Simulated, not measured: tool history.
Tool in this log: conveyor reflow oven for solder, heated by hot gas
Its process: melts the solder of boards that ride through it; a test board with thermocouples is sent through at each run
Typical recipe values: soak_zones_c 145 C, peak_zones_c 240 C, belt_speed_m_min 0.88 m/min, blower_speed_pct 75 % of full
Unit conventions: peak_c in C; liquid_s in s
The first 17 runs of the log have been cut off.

run,hour,soak_zones_c,peak_zones_c,belt_speed_m_min,blower_speed_pct,hours of work since the flux was cleaned out,hours of work since the belt drive was overhauled,hours of work since the thermocouples were changed,peak_c,liquid_s
# hour 502.7: flux residue cleaned out of gas plates and filters
18,504.1,144,233,0.89,60,1,718,30,216.5,41.8
19,522.4,134,232,0.89,60,16,733,45,213.8,37.4
20,542.6,134,231,0.89,70,32,749,61,215.2,38.3
# hour 549.3: belt drive overhauled, speed set with a stopwatch
21,567.4,154,231,0.89,61,48,14,78,216.9,45.1
22,588.9,160,250,0.89,75,66,32,95,236.8,55.1
23,614,160,250,0.89,75,86,52,115,236.7,54.7
24,637.3,153,240,0.88,75,104,70,134,226.1,49.9
25,664.9,153,240,0.741,75,126,92,156,230.3,61.2
26,699.4,133,240,0.871,75,154,120,183,223.4,43.7
27,726.9,150,254,0.765,57,176,142,205,238.1,61.6
28,753.5,155,252,0.813,69,197,163,226,237.5,59.2
# hour 772.8: belt drive overhauled, speed set with a stopwatch, once more
29,772.8,145,246,0.883,80,209,0,239,230,48.1
# hour 785.6: flux residue cleaned out of gas plates and filters
30,795.2,133,245,0.715,86,8,14,252,235.2,59.1
31,824.2,143,248,0.88,75,31,37,276,231.6,48.8

Below are 3 alternative next runs, each starting from the tool's condition after run 31. Predict each:
A,839.7,143,253,0.788,75,43,49,288,?,?
B,839.7,143,236,0.88,75,43,49,288,?,?
C,839.7,150,248,0.805,75,43,49,288,?,?

run,peak_c,liquid_s
A,239.1,57.1
B,220.9,44.1
C,234.8,56.6
Had the tool no hidden state, the same runs would have come out as:
run,peak_c,liquid_s
A,240.2,57.4
B,222,44.7
C,235.9,56.8
